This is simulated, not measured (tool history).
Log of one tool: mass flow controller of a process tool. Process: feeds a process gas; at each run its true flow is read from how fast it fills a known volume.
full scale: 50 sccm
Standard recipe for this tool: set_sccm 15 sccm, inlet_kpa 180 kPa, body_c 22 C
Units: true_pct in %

{"run": 1, "day": 0.0, "set_sccm": 15, "inlet_kpa": 180, "body_c": 22, "true_pct": 99.98}
{"run": 2, "day": 17.258, "set_sccm": 15, "inlet_kpa": 180, "body_c": 22, "true_pct": 99.83}
{"run": 3, "day": 29.658, "set_sccm": 15, "inlet_kpa": 180, "body_c": 22, "true_pct": 99.57}
{"run": 4, "day": 45.233, "set_sccm": 15, "inlet_kpa": 180, "body_c": 22, "true_pct": 99.56}
{"run": 5, "day": 54.542, "set_sccm": 8, "inlet_kpa": 180, "body_c": 22, "true_pct": 99.15}
{"run": 6, "day": 71.517, "set_sccm": 8, "inlet_kpa": 180, "body_c": 22, "true_pct": 98.88}
{"run": 7, "day": 89.212, "set_sccm": 8, "inlet_kpa": 180, "body_c": 22, "true_pct": 98.57}
{"run": 8, "day": 105.367, "set_sccm": 15, "inlet_kpa": 180, "body_c": 22, "true_pct": 98.97}
{"run": 9, "day": 113.825, "set_sccm": 15, "inlet_kpa": 180, "body_c": 22, "true_pct": 98.97}
{"run": 10, "day": 122.308, "set_sccm": 15, "inlet_kpa": 180, "body_c": 22, "true_pct": 98.89}
{"run": 11, "day": 136.121, "set_sccm": 15, "inlet_kpa": 180, "body_c": 22, "true_pct": 98.8}
{"run": 12, "day": 146.117, "set_sccm": 15, "inlet_kpa": 180, "body_c": 22, "true_pct": 98.63}
{"run": 13, "day": 154.225, "set_sccm": 15, "inlet_kpa": 180, "body_c": 24, "true_pct": 98.53}
{"run": 14, "day": 169.138, "set_sccm": 15, "inlet_kpa": 148, "body_c": 22, "true_pct": 98.76}
{"run": 15, "day": 180.008, "set_sccm": 18, "inlet_kpa": 199, "body_c": 22, "true_pct": 98.59}
{"run": 16, "day": 197.958, "set_sccm": 10, "inlet_kpa": 188, "body_c": 23, "true_pct": 97.39}
{"run": 17, "day": 215.838, "set_sccm": 10, "inlet_kpa": 188, "body_c": 23, "true_pct": 97.23}
{"run": 18, "day": 225.712, "set_sccm": 31, "inlet_kpa": 180, "body_c": 21, "true_pct": 99.14}
{"run": 19, "day": 236.188, "set_sccm": 15, "inlet_kpa": 154, "body_c": 36, "true_pct": 96.67}

Expected results for the next run?
{"run": 20, "day": 245.188, "set_sccm": 15, "inlet_kpa": 154, "body_c": 36, "true_pct": "?"}

true_pct: 96.55 %
Were there no unlogged condition in the tool, this run, its random variation unchanged, would have produced true_pct 98.6 %.
